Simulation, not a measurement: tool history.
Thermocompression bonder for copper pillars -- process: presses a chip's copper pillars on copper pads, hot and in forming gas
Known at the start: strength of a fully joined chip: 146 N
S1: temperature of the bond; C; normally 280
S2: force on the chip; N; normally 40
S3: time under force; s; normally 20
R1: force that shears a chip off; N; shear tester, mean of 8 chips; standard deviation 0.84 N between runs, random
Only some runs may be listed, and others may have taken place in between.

run	hour	S1	S2	S3	R1
1	0	280	40	20	60.6
2	13.9	280	40	20	59.9
3	32.4	280	40	20	59.2
4	43.1	280	40	20	60.4
5	61.4	280	40	20	58.8
6	76.7	280	40	20	58.9
7	92.6	302	40	20	78.7
8	101.4	302	40	20	76.7
9	116.3	302	40	20	78.3
10	127.5	302	40	20	77.1
11	145.2	302	40	20	74.8
12	155.7	302	40	20	76.4
13	163.8	280	40	20	59.6
14	178.7	280	40	20	59.1
15	197.9	280	40	20	58
16	215.6	280	40	20	58.1
17	232.9	280	40	20	59.2
18	241.8	268	40	20	49
19	257.2	268	40	20	50.3
# hour 272.2: forming gas filter changed
20	275.7	280	28	20	52.4
21	286.6	292	40	20	76.7
22	301.3	270	27	52	64.3
23	316.1	299	29	20	68.9
24	334.6	299	29	20	69.7
25	352.1	257	28	12	28.6
26	367.5	309	40	17	84.1
27	381	309	31	17	74.1
28	391	251	59	14	43
29	406.8	251	59	14	44.6
30	414.7	283	34	14	52.7
31	423.7	277	31	43	70.5
32	442.4	252	30	12	27.6
33	462	287	25	11	40.5
34	475	287	25	11	40.6
35	483	276	40	20	58.7
36	497.7	276	31	20	50.9
37	509.8	295	58	18	85.8
38	521	280	42	58	92
39	534.4	280	42	58	89.4

5 options for the next run, each taken on its own from the tool as it stands now. Forecast them:
A	543.5	259	40	20	?
B	543.5	280	42	17	?
C	543.5	285	47	13	?
D	543.5	285	48	24	?
E	543.5	286	32	14	?

run	R1
A	44.5
B	60.7
C	61.6
D	77.2
E	52.1
Stripped of hidden state, with their random variation kept, the same runs would have yielded:
run	R1
A	49.1
B	66.2
C	67.1
D	83.6
E	57

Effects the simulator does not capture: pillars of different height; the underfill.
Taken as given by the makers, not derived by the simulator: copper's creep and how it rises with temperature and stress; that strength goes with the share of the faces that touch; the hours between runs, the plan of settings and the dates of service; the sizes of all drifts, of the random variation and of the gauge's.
